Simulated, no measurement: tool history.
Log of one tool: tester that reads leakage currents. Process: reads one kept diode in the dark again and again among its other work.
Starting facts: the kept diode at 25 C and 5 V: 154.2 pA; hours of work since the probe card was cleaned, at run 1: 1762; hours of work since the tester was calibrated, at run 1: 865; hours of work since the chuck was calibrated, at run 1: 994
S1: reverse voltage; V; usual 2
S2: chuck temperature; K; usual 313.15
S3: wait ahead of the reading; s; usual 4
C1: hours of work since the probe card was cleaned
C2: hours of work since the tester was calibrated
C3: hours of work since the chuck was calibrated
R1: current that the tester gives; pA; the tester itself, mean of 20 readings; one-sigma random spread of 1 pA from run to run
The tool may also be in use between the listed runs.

| run | hour | S1 | S2 | S3 | C1 | C2 | C3 | R1 |
|---|---|---|---|---|---|---|---|---|
| 1 | 0 | 2 | 313.15 | 4 | 1762 | 865 | 994 | 333.98 |
| 2 | 77.3 | 2 | 317.15 | 4 | 1807 | 911 | 1039 | 456.07 |
| 3 | 237.5 | 2 | 317.15 | 4 | 1901 | 1004 | 1133 | 455.31 |
| 4 | 332.2 | 2 | 317.15 | 4 | 1956 | 1059 | 1188 | 454.34 |
| 5 | 420.1 | 2 | 313.15 | 4 | 2008 | 1111 | 1239 | 333.56 |
| 6 | 566.2 | 2 | 313.15 | 0.42 | 2093 | 1196 | 1325 | 333.8 |
|  | 713.3 | chuck's temperature calibrated |
| 7 | 727.2 | 2 | 313.15 | 0.42 | 2186 | 1289 | 8 | 336.89 |
| 8 | 797.4 | 2 | 313.15 | 4 | 2227 | 1330 | 49 | 334.62 |
| 9 | 920.8 | 2 | 313.15 | 4 | 2299 | 1402 | 121 | 333.41 |
| 10 | 1066.6 | 2 | 313.15 | 4 | 2384 | 1487 | 206 | 335.85 |
| 11 | 1158.9 | 2 | 313.15 | 4 | 2438 | 1541 | 260 | 335.23 |
| 12 | 1291 | 2 | 313.15 | 4 | 2515 | 1618 | 337 | 334.64 |
|  | 1332.4 | probe card cleaned and baked |
| 13 | 1458.3 | 2 | 313.15 | 4 | 74 | 1714 | 433 | 333.33 |
| 14 | 1610.9 | 2 | 313.15 | 4 | 163 | 1803 | 522 | 333.48 |
| 15 | 1742.7 | 2 | 313.15 | 4 | 240 | 1880 | 599 | 335.17 |
| 16 | 1876.3 | 2 | 313.15 | 4 | 318 | 1958 | 677 | 335.02 |
| 17 | 2042 | 2 | 313.15 | 4 | 414 | 2055 | 774 | 333.64 |
| 18 | 2171 | 2 | 313.15 | 4 | 490 | 2130 | 849 | 332.6 |
| 19 | 2266.3 | 19.15 | 313.15 | 4 | 545 | 2186 | 905 | 1030.27 |
| 20 | 2419.3 | 19.15 | 313.15 | 4 | 635 | 2275 | 994 | 1036.12 |
| 21 | 2538.3 | 19.15 | 313.15 | 4 | 704 | 2345 | 1064 | 1026.78 |
| 22 | 2612.6 | 1.13 | 298.15 | 0.72 | 748 | 2388 | 1107 | 73.32 |
| 23 | 2765.2 | 1.85 | 298.15 | 2.41 | 837 | 2477 | 1196 | 94.07 |
| 24 | 2907.8 | 2.06 | 322.15 | 4.37 | 920 | 2561 | 1280 | 668.09 |

Run 25 is up next; what results do you expect?
| 25 | 2984.2 | 1.34 | 297.15 | 3.78 | 965 | 2605 | 1324 | ? |

R1: 73.41 pA
Without the tool's hidden state the same run would have given R1 73.58 pA.

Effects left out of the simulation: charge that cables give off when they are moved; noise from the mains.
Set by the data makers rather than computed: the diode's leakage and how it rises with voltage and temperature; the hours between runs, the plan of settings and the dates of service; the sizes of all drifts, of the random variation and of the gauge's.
